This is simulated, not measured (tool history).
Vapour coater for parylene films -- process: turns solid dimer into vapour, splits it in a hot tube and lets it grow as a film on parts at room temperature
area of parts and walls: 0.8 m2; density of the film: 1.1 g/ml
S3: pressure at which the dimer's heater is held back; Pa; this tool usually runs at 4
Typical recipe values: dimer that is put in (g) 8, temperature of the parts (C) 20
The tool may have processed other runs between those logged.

{"run": 1, "hour": 0.0, "dimer that is put in (g)": 8, "temperature of the parts (C)": 20, "S3": 4, "thickness of the film (nm)": 5070}
{"run": 2, "hour": 50.2, "dimer that is put in (g)": 8, "temperature of the parts (C)": 20, "S3": 4.82, "thickness of the film (nm)": 4960}
{"run": 3, "hour": 104.3, "dimer that is put in (g)": 9, "temperature of the parts (C)": 20, "S3": 4, "thickness of the film (nm)": 5710}
{"run": 4, "hour": 137.1, "dimer that is put in (g)": 3, "temperature of the parts (C)": 20, "S3": 4, "thickness of the film (nm)": 1900}
{"run": 5, "hour": 189.5, "dimer that is put in (g)": 8, "temperature of the parts (C)": 26, "S3": 4, "thickness of the film (nm)": 3860}
{"run": 6, "hour": 235.6, "dimer that is put in (g)": 8, "temperature of the parts (C)": 26, "S3": 4, "thickness of the film (nm)": 3840}
{"run": 7, "hour": 304.7, "dimer that is put in (g)": 8, "temperature of the parts (C)": 20, "S3": 4, "thickness of the film (nm)": 5010}
{"run": 8, "hour": 355.8, "dimer that is put in (g)": 8, "temperature of the parts (C)": 20, "S3": 4, "thickness of the film (nm)": 5040}
{"run": 9, "hour": 425.5, "dimer that is put in (g)": 8, "temperature of the parts (C)": 20, "S3": 4, "thickness of the film (nm)": 5000}
{"run": 10, "hour": 456.9, "dimer that is put in (g)": 8, "temperature of the parts (C)": 20, "S3": 4, "thickness of the film (nm)": 5050}
{"run": 11, "hour": 486.4, "dimer that is put in (g)": 8, "temperature of the parts (C)": 20, "S3": 4, "thickness of the film (nm)": 5030}
{"run": 12, "hour": 532.4, "dimer that is put in (g)": 8, "temperature of the parts (C)": 20, "S3": 4, "thickness of the film (nm)": 5010}
{"run": 13, "hour": 594.9, "dimer that is put in (g)": 8, "temperature of the parts (C)": 20, "S3": 4, "thickness of the film (nm)": 5030}
{"hour": 604.2, "done": "trap's valve overhauled"}
{"run": 14, "hour": 654.6, "dimer that is put in (g)": 8, "temperature of the parts (C)": 20, "S3": 4, "thickness of the film (nm)": 5050}
{"run": 15, "hour": 686.2, "dimer that is put in (g)": 8, "temperature of the parts (C)": 20, "S3": 4, "thickness of the film (nm)": 5050}
{"run": 16, "hour": 716.5, "dimer that is put in (g)": 8, "temperature of the parts (C)": 20, "S3": 4, "thickness of the film (nm)": 5010}
{"run": 17, "hour": 753.8, "dimer that is put in (g)": 8, "temperature of the parts (C)": 20, "S3": 4, "thickness of the film (nm)": 5060}
{"run": 18, "hour": 822.8, "dimer that is put in (g)": 8, "temperature of the parts (C)": 20, "S3": 2.33, "thickness of the film (nm)": 5330}
{"run": 19, "hour": 892.6, "dimer that is put in (g)": 8, "temperature of the parts (C)": 20, "S3": 2.33, "thickness of the film (nm)": 5320}
{"run": 20, "hour": 939.4, "dimer that is put in (g)": 8, "temperature of the parts (C)": 20, "S3": 2.33, "thickness of the film (nm)": 5310}
{"run": 21, "hour": 974.3, "dimer that is put in (g)": 8, "temperature of the parts (C)": 20, "S3": 2.33, "thickness of the film (nm)": 5350}
{"run": 22, "hour": 1022.4, "dimer that is put in (g)": 8, "temperature of the parts (C)": 20, "S3": 2.33, "thickness of the film (nm)": 5310}
{"run": 23, "hour": 1064.5, "dimer that is put in (g)": 13, "temperature of the parts (C)": 20, "S3": 2.33, "thickness of the film (nm)": 8620}
{"run": 24, "hour": 1097.3, "dimer that is put in (g)": 13, "temperature of the parts (C)": 18, "S3": 4.37, "thickness of the film (nm)": 8940}
{"run": 25, "hour": 1146.8, "dimer that is put in (g)": 7, "temperature of the parts (C)": 20, "S3": 2.19, "thickness of the film (nm)": 4670}
{"run": 26, "hour": 1175.6, "dimer that is put in (g)": 8, "temperature of the parts (C)": 20, "S3": 8.99, "thickness of the film (nm)": 4650}
{"run": 27, "hour": 1243.9, "dimer that is put in (g)": 8, "temperature of the parts (C)": 20, "S3": 8.99, "thickness of the film (nm)": 4630}
{"hour": 1283.2, "done": "trap's valve overhauled"}
{"run": 28, "hour": 1304.7, "dimer that is put in (g)": 8, "temperature of the parts (C)": 20, "S3": 8.99, "thickness of the film (nm)": 4710}
{"run": 29, "hour": 1362.5, "dimer that is put in (g)": 6, "temperature of the parts (C)": 19, "S3": 2.72, "thickness of the film (nm)": 4070}
{"run": 30, "hour": 1422.5, "dimer that is put in (g)": 3, "temperature of the parts (C)": 19, "S3": 2.68, "thickness of the film (nm)": 2060}
{"run": 31, "hour": 1490.2, "dimer that is put in (g)": 8, "temperature of the parts (C)": 21, "S3": 4, "thickness of the film (nm)": 4800}
{"run": 32, "hour": 1552.2, "dimer that is put in (g)": 7, "temperature of the parts (C)": 16, "S3": 2.83, "thickness of the film (nm)": 5500}
{"run": 33, "hour": 1599.3, "dimer that is put in (g)": 7, "temperature of the parts (C)": 16, "S3": 2.83, "thickness of the film (nm)": 5450}
{"run": 34, "hour": 1648.0, "dimer that is put in (g)": 7, "temperature of the parts (C)": 12, "S3": 2.45, "thickness of the film (nm)": 6620}
{"run": 35, "hour": 1686.7, "dimer that is put in (g)": 7, "temperature of the parts (C)": 14, "S3": 10.56, "thickness of the film (nm)": 5230}
{"run": 36, "hour": 1737.5, "dimer that is put in (g)": 7, "temperature of the parts (C)": 14, "S3": 10.56, "thickness of the film (nm)": 5220}
{"run": 37, "hour": 1768.8, "dimer that is put in (g)": 5, "temperature of the parts (C)": 14, "S3": 3.43, "thickness of the film (nm)": 4160}
{"run": 38, "hour": 1804.9, "dimer that is put in (g)": 5, "temperature of the parts (C)": 18, "S3": 5.18, "thickness of the film (nm)": 3380}
{"run": 39, "hour": 1847.2, "dimer that is put in (g)": 6, "temperature of the parts (C)": 29, "S3": 4.32, "thickness of the film (nm)": 2470}
{"hour": 1900.6, "done": "table's thermometer calibrated"}
{"run": 40, "hour": 1901.2, "dimer that is put in (g)": 7, "temperature of the parts (C)": 14, "S3": 4.14, "thickness of the film (nm)": 5810}
{"hour": 1966.0, "done": "trap's valve overhauled"}
{"run": 41, "hour": 1973.1, "dimer that is put in (g)": 5, "temperature of the parts (C)": 27, "S3": 6.9, "thickness of the film (nm)": 2160}
{"run": 42, "hour": 2019.3, "dimer that is put in (g)": 9, "temperature of the parts (C)": 29, "S3": 10.02, "thickness of the film (nm)": 3460}
{"run": 43, "hour": 2090.0, "dimer that is put in (g)": 9, "temperature of the parts (C)": 29, "S3": 10.02, "thickness of the film (nm)": 3440}
{"run": 44, "hour": 2141.8, "dimer that is put in (g)": 9, "temperature of the parts (C)": 29, "S3": 10.02, "thickness of the film (nm)": 3440}
{"run": 45, "hour": 2181.1, "dimer that is put in (g)": 4, "temperature of the parts (C)": 25, "S3": 2.44, "thickness of the film (nm)": 2070}
{"run": 46, "hour": 2229.0, "dimer that is put in (g)": 3, "temperature of the parts (C)": 25, "S3": 4, "thickness of the film (nm)": 1510}

Below are 4 alternative next runs, each starting from the tool's condition after run 46. Predict each:
{"run": "A", "hour": 2280.8, "dimer that is put in (g)": 8, "temperature of the parts (C)": 27, "S3": 4, "thickness of the film (nm)": "?"}
{"run": "B", "hour": 2280.8, "dimer that is put in (g)": 7, "temperature of the parts (C)": 26, "S3": 4, "thickness of the film (nm)": "?"}
{"run": "C", "hour": 2280.8, "dimer that is put in (g)": 4, "temperature of the parts (C)": 25, "S3": 3.09, "thickness of the film (nm)": "?"}
{"run": "D", "hour": 2280.8, "dimer that is put in (g)": 13, "temperature of the parts (C)": 25, "S3": 9.43, "thickness of the film (nm)": "?"}

run=A thickness_of_the_film_(nm)=3680
run=B thickness_of_the_film_(nm)=3360
run=C thickness_of_the_film_(nm)=2050
run=D thickness_of_the_film_(nm)=6010
With no hidden state in the tool, these same runs would have given:
run=A thickness_of_the_film_(nm)=3680
run=B thickness_of_the_film_(nm)=3370
run=C thickness_of_the_film_(nm)=2050
run=D thickness_of_the_film_(nm)=6020

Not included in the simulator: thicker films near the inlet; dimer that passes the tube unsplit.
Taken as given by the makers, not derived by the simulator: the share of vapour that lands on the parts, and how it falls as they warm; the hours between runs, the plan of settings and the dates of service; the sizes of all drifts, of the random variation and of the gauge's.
